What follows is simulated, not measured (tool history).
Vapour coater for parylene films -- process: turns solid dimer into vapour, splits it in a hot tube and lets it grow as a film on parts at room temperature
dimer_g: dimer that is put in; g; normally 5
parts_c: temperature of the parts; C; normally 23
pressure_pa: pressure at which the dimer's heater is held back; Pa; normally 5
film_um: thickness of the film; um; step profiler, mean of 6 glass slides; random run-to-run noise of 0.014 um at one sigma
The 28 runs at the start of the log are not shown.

run   hour  dimer_g  parts_c  pressure_pa  film_um
 29  662.3        3       27         6.29     1.01
 30  682.4        7       23         3.11     2.75
 31  699.2        3       23         5.29     1.14
 32  724.4        3       23         5.29     1.12
     731.5  -- trap's valve overhauled
 33  756.6        3       23         5.29     1.18
 34  783.1        6       27            5      2.1
 35  806.8        6       27            5     2.08
 36  830.1        4       33         5.53     1.15
 37  862.6        3       23         3.96     1.21
 38  883.1        3       25         3.96     1.11

Branching from run 38: 5 alternative next runs. What would each branch give?
  A  917.5        2       25        11.73        ?
  B  917.5        6       30         2.43        ?
  C  917.5        5       28         3.24        ?
  D  917.5        3       32         3.96        ?
  E  917.5        2       31            5        ?

run  film_um
  A     0.68
  B     1.96
  C     1.72
  D      0.9
  E     0.61
The same runs, with their run-to-run variation unchanged, on a tool lacking any hidden condition would have given:
run  film_um
  A      0.7
  B     2.01
  C     1.76
  D     0.92
  E     0.63
